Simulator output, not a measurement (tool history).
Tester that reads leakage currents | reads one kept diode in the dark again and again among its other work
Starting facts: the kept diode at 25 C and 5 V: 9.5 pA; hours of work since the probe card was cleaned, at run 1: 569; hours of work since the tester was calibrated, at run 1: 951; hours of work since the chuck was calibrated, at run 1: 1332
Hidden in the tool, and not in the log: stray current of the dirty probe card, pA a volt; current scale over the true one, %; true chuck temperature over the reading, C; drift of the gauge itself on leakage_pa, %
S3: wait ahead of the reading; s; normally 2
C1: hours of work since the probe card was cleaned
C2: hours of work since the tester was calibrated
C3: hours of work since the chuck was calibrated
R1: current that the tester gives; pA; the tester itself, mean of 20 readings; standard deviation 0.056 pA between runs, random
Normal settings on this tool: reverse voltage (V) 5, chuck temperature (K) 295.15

Run 1, day 0: usual settings; C1 569; C2 951; C3 1332. Result: R1 10.37 pA.
Run 2, day 0.738: usual settings; C1 581; C2 963; C3 1344. Result: R1 10.36 pA.
Run 3, day 1.346: usual settings but reverse voltage (V) 1.6; C1 590; C2 972; C3 1353. Result: R1 5.27 pA.
Run 4, day 2.179: usual settings but reverse voltage (V) 1.6; C1 603; C2 986; C3 1366. Result: R1 5.3 pA.
Run 5, day 3.3: usual settings; C1 621; C2 1003; C3 1384. Result: R1 10.45 pA.
Run 6, day 4.471: usual settings but S3 2.86 s; C1 640; C2 1022; C3 1403. Result: R1 10.36 pA.
Run 7, day 5.208: usual settings but S3 2.86 s; C1 651; C2 1033; C3 1414. Result: R1 10.31 pA.
At day 5.817: chuck's temperature calibrated.
Run 8, day 6.571: usual settings but chuck temperature (K) 317.15; C1 671; C2 1054; C3 12. Result: R1 41.9 pA.
Run 9, day 7.746: usual settings but chuck temperature (K) 317.15; C1 690; C2 1072; C3 30. Result: R1 42.07 pA.
Run 10, day 9.121: usual settings but chuck temperature (K) 317.15; C1 712; C2 1094; C3 52. Result: R1 42.4 pA.
Run 11, day 10.258: usual settings but chuck temperature (K) 317.15; C1 730; C2 1112; C3 70. Result: R1 42.37 pA.
Run 12, day 11.138: usual settings but reverse voltage (V) 6.51, chuck temperature (K) 305.15, S3 0.55 s; C1 743; C2 1126; C3 84. Result: R1 23.99 pA.
At day 11.283: tester calibrated.
Run 13, day 11.875: usual settings but reverse voltage (V) 2.62, chuck temperature (K) 313.15, S3 3.39 s; C1 754; C2 9; C3 94. Result: R1 22.32 pA.
Run 14, day 12.717: usual settings but reverse voltage (V) 2.01, chuck temperature (K) 302.15, S3 3.39 s; C1 767; C2 23; C3 108. Result: R1 8.59 pA.
Run 15, day 13.358: usual settings but reverse voltage (V) 2.01, chuck temperature (K) 302.15, S3 3.39 s; C1 777; C2 33; C3 118. Result: R1 8.61 pA.
Run 16, day 14.175: usual settings but reverse voltage (V) 2.01, chuck temperature (K) 302.15, S3 3.39 s; C1 790; C2 46; C3 131. Result: R1 8.66 pA.
At day 14.371: tester calibrated, once more.
Run 17, day 14.842: usual settings but reverse voltage (V) 3.33, chuck temperature (K) 310.15, S3 7.87 s; C1 799; C2 7; C3 140. Result: R1 20.77 pA.
Run 18, day 15.612: usual settings but reverse voltage (V) 5.8, chuck temperature (K) 310.15, S3 7.87 s; C1 811; C2 20; C3 152. Result: R1 28.28 pA.
Run 19, day 16.375: usual settings but reverse voltage (V) 5.8, chuck temperature (K) 310.15, S3 0.4 s; C1 823; C2 32; C3 164. Result: R1 32.3 pA.
Run 20, day 17.271: usual settings but reverse voltage (V) 5.8, chuck temperature (K) 310.15, S3 0.4 s; C1 838; C2 46; C3 178. Result: R1 32.48 pA.
Run 21, day 17.879: usual settings but reverse voltage (V) 5.8, chuck temperature (K) 310.15, S3 0.4 s; C1 847; C2 55; C3 188. Result: R1 32.8 pA.
Run 22, day 19.162: usual settings but reverse voltage (V) 5.8, chuck temperature (K) 310.15, S3 0.4 s; C1 867; C2 76; C3 208. Result: R1 32.55 pA.

Entry by entry between the runs, the difference in hidden state between the last listed run before and the first listed run after:
After run 7, before run 8: chuck's temperature calibrated (day 5.817)
  stray current of the dirty probe card, pA a volt: 0.194 -> 0.199; current scale over the true one, %: -0.54 -> -0.55; true chuck temperature over the reading, C: 2.22 -> -0.04
  the result without the hidden state subtracted from the measured one, R1: +2.31 -> +0.54 pA
After run 12, before run 13: tester calibrated (day 11.283)
  stray current of the dirty probe card, pA a volt: 0.217 -> 0.219; current scale over the true one, %: -0.58 -> -0.89; true chuck temperature over the reading, C: 0.07 -> 0.09
  the result without the hidden state subtracted from the measured one, R1: +1.24 -> +0.46 pA
After run 16, before run 17: tester calibrated, once more (day 14.371)
  stray current of the dirty probe card, pA a volt: 0.228 -> 0.231; current scale over the true one, %: -0.91 -> 0.22; true chuck temperature over the reading, C: 0.15 -> 0.17
  the result without the hidden state subtracted from the measured one, R1: +0.44 -> +1 pA
